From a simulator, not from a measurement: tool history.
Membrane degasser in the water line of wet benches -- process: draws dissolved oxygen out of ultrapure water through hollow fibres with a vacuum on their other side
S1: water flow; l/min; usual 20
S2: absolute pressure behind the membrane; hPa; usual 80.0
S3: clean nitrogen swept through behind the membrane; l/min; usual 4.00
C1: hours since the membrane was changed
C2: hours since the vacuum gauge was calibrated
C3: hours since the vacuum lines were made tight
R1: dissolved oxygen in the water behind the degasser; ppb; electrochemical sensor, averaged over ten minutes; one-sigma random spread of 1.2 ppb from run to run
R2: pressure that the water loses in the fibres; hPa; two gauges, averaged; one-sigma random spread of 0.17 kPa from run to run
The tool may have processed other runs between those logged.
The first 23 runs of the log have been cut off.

run    hour  S1     S2     S3    C1    C2    C3     R1     R2
 24  2482.2  25   87.3   5.50  2560   551  3110  158.5  346.3
 25  2574.5  20   80.0  11.31  2652   644  3203   79.6  280.6
 26  2698.9  20   80.0  11.31  2777   768  3327   82.5  280.1
 27  2794.0  20  136.5   2.58  2872   863  3422  251.0  277.2
 28  2858.5  20  136.5   2.58  2936   928  3487  245.3  277.2
 29  3009.5  20  136.5   2.58  3087  1079  3638  250.6  278.2
 30  3119.0  20  136.5   2.58  3197  1188  3747  250.7  278.8
 31  3201.3  20  136.5   2.58  3279  1270  3830  248.7  277.9

Here are 5 independent what-if runs from the current tool condition. What would each one return?
  A  3355.3  20   54.6  4.00  3433  1424  3984   ?   ?
  B  3355.3  31   80.0  4.00  3433  1424  3984   ?   ?
  C  3355.3  20   80.0  2.79  3433  1424  3984   ?   ?
  D  3355.3  29  136.5  9.09  3433  1424  3984   ?   ?
  E  3355.3  20   82.7  2.58  3433  1424  3984   ?   ?

run     R1     R2
  A   89.6  277.5
  B  242.5  431.9
  C  141.9  279.9
  D  215.0  405.6
  E  154.7  276.5
With no hidden state in the tool, these same runs would have given:
run     R1     R2
  A   84.4  273.2
  B  232.1  425.3
  C  136.2  275.6
  D  205.9  399.4
  E  148.8  272.2
